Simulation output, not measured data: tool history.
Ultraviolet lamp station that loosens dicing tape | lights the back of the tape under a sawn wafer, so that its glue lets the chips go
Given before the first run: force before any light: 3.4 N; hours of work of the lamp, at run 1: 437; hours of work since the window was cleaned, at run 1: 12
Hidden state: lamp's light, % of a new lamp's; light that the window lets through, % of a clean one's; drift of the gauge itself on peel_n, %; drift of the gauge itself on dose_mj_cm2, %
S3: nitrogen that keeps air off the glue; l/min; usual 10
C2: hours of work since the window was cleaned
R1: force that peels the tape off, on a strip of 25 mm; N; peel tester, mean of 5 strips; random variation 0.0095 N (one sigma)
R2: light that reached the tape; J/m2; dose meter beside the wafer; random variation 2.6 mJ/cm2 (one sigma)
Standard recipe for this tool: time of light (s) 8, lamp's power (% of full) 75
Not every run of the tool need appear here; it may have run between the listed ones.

run 1 day=0.000 | time_of_light_(s)=8 lamp's_power_(%_of_full)=75 S3=10 | hours_of_work_of_the_lamp=437 C2=12 | R1=0.591 R2=2860
run 2 day=0.796 | time_of_light_(s)=8 lamp's_power_(%_of_full)=75 S3=15 | hours_of_work_of_the_lamp=449 C2=24 | R1=0.495 R2=2870
run 3 day=1.179 | time_of_light_(s)=8 lamp's_power_(%_of_full)=75 S3=5 | hours_of_work_of_the_lamp=455 C2=30 | R1=0.722 R2=2840
run 4 day=1.742 | time_of_light_(s)=8 lamp's_power_(%_of_full)=75 S3=5 | hours_of_work_of_the_lamp=464 C2=39 | R1=0.715 R2=2770
run 5 day=2.317 | time_of_light_(s)=8 lamp's_power_(%_of_full)=75 S3=10 | hours_of_work_of_the_lamp=473 C2=48 | R1=0.606 R2=2780
run 6 day=2.983 | time_of_light_(s)=7 lamp's_power_(%_of_full)=75 S3=10 | hours_of_work_of_the_lamp=483 C2=58 | R1=0.731 R2=2420
run 7 day=3.625 | time_of_light_(s)=8 lamp's_power_(%_of_full)=75 S3=10 | hours_of_work_of_the_lamp=493 C2=68 | R1=0.613 R2=2760
run 8 day=4.062 | time_of_light_(s)=8 lamp's_power_(%_of_full)=75 S3=10 | hours_of_work_of_the_lamp=499 C2=75 | R1=0.602 R2=2760
run 9 day=4.467 | time_of_light_(s)=8 lamp's_power_(%_of_full)=75 S3=10 | hours_of_work_of_the_lamp=506 C2=81 | R1=0.605 R2=2740
run 10 day=4.846 | time_of_light_(s)=6 lamp's_power_(%_of_full)=75 S3=10 | hours_of_work_of_the_lamp=512 C2=87 | R1=0.937 R2=2010
run 11 day=5.317 | time_of_light_(s)=8 lamp's_power_(%_of_full)=99 S3=10 | hours_of_work_of_the_lamp=519 C2=94 | R1=0.359 R2=3590
run 12 day=5.904 | time_of_light_(s)=8 lamp's_power_(%_of_full)=99 S3=10 | hours_of_work_of_the_lamp=528 C2=103 | R1=0.383 R2=3590
run 13 day=6.592 | time_of_light_(s)=8 lamp's_power_(%_of_full)=99 S3=10 | hours_of_work_of_the_lamp=538 C2=114 | R1=0.389 R2=3510
run 14 day=7.125 | time_of_light_(s)=8 lamp's_power_(%_of_full)=99 S3=10 | hours_of_work_of_the_lamp=547 C2=122 | R1=0.407 R2=3490
run 15 day=7.962 | time_of_light_(s)=8 lamp's_power_(%_of_full)=75 S3=17 | hours_of_work_of_the_lamp=560 C2=135 | R1=0.563 R2=2640
run 16 day=8.388 | time_of_light_(s)=8 lamp's_power_(%_of_full)=75 S3=17 | hours_of_work_of_the_lamp=566 C2=141 | R1=0.560 R2=2650
run 17 day=8.958 | time_of_light_(s)=8 lamp's_power_(%_of_full)=75 S3=17 | hours_of_work_of_the_lamp=575 C2=150 | R1=0.560 R2=2570
run 18 day=9.683 | time_of_light_(s)=8 lamp's_power_(%_of_full)=75 S3=10 | hours_of_work_of_the_lamp=586 C2=161 | R1=0.642 R2=2580
run 19 day=10.438 | time_of_light_(s)=8 lamp's_power_(%_of_full)=75 S3=10 | hours_of_work_of_the_lamp=598 C2=173 | R1=0.673 R2=2570
run 20 day=11.333 | time_of_light_(s)=8 lamp's_power_(%_of_full)=75 S3=10 | hours_of_work_of_the_lamp=612 C2=187 | R1=0.713 R2=2560
run 21 day=11.896 | time_of_light_(s)=4 lamp's_power_(%_of_full)=66 S3=7 | hours_of_work_of_the_lamp=620 C2=196 | R1=1.712 R2=1120
run 22 day=12.512 | time_of_light_(s)=6 lamp's_power_(%_of_full)=75 S3=10 | hours_of_work_of_the_lamp=630 C2=205 | R1=1.047 R2=1910
run 23 day=12.892 | time_of_light_(s)=6 lamp's_power_(%_of_full)=75 S3=10 | hours_of_work_of_the_lamp=636 C2=211 | R1=1.034 R2=1840
run 24 day=13.625 | time_of_light_(s)=15 lamp's_power_(%_of_full)=96 S3=10 | hours_of_work_of_the_lamp=647 C2=222 | R1=0.128 R2=5940
run 25 day=14.004 | time_of_light_(s)=13 lamp's_power_(%_of_full)=77 S3=10 | hours_of_work_of_the_lamp=653 C2=228 | R1=0.289 R2=4100
run 26 day=14.675 | time_of_light_(s)=8 lamp's_power_(%_of_full)=75 S3=9 | hours_of_work_of_the_lamp=663 C2=238 | R1=0.761 R2=2440
run 27 day=15.362 | time_of_light_(s)=8 lamp's_power_(%_of_full)=75 S3=9 | hours_of_work_of_the_lamp=674 C2=249 | R1=0.740 R2=2430
-- day=15.646 window cleaned of glue's vapour
run 28 day=15.779 | time_of_light_(s)=12 lamp's_power_(%_of_full)=75 S3=5 | hours_of_work_of_the_lamp=680 C2=2 | R1=0.430 R2=3780
run 29 day=16.554 | time_of_light_(s)=6 lamp's_power_(%_of_full)=95 S3=8 | hours_of_work_of_the_lamp=692 C2=14 | R1=0.785 R2=2430
run 30 day=17.121 | time_of_light_(s)=8 lamp's_power_(%_of_full)=75 S3=3 | hours_of_work_of_the_lamp=701 C2=23 | R1=1.002 R2=2450
run 31 day=17.542 | time_of_light_(s)=8 lamp's_power_(%_of_full)=75 S3=3 | hours_of_work_of_the_lamp=707 C2=29 | R1=1.030 R2=2490
run 32 day=18.421 | time_of_light_(s)=8 lamp's_power_(%_of_full)=78 S3=7 | hours_of_work_of_the_lamp=721 C2=43 | R1=0.743 R2=2590
run 33 day=19.362 | time_of_light_(s)=13 lamp's_power_(%_of_full)=99 S3=10 | hours_of_work_of_the_lamp=735 C2=57 | R1=0.167 R2=5180
run 34 day=19.788 | time_of_light_(s)=8 lamp's_power_(%_of_full)=75 S3=16 | hours_of_work_of_the_lamp=742 C2=64 | R1=0.648 R2=2410
run 35 day=20.438 | time_of_light_(s)=15 lamp's_power_(%_of_full)=75 S3=10 | hours_of_work_of_the_lamp=752 C2=74 | R1=0.239 R2=4510
run 36 day=21.042 | time_of_light_(s)=15 lamp's_power_(%_of_full)=89 S3=19 | hours_of_work_of_the_lamp=761 C2=83 | R1=0.133 R2=5290
run 37 day=21.929 | time_of_light_(s)=4 lamp's_power_(%_of_full)=95 S3=16 | hours_of_work_of_the_lamp=775 C2=97 | R1=1.226 R2=1490
run 38 day=22.538 | time_of_light_(s)=4 lamp's_power_(%_of_full)=95 S3=16 | hours_of_work_of_the_lamp=784 C2=106 | R1=1.196 R2=1500
run 39 day=23.417 | time_of_light_(s)=12 lamp's_power_(%_of_full)=72 S3=4 | hours_of_work_of_the_lamp=798 C2=120 | R1=0.618 R2=3330

Some steps in R1, run to run, broken into two amounts with sign: the step expected even without the hidden condition (settings, incoming material, random variation), and the rest, left for the hidden condition together with whatever gauge scatter is not in both the measured and the hidden-condition-free result:
Run 20 -> 21: time of light (s) 8 -> 4, lamp's power (% of full) 75 -> 66, S3 10 -> 7. R1 +0.999 N: hidden state +0.076, all else +0.923.
Run 23 -> 24: time of light (s) 6 -> 15, lamp's power (% of full) 75 -> 96. R1 -0.906 N: hidden state -0.315, all else -0.591.
Run 32 -> 33: time of light (s) 8 -> 13, lamp's power (% of full) 78 -> 99, S3 7 -> 10. R1 -0.576 N: hidden state -0.242, all else -0.334.
Run 36 -> 37: time of light (s) 15 -> 4, lamp's power (% of full) 89 -> 95, S3 19 -> 16. R1 +1.093 N: hidden state +0.393, all else +0.700.
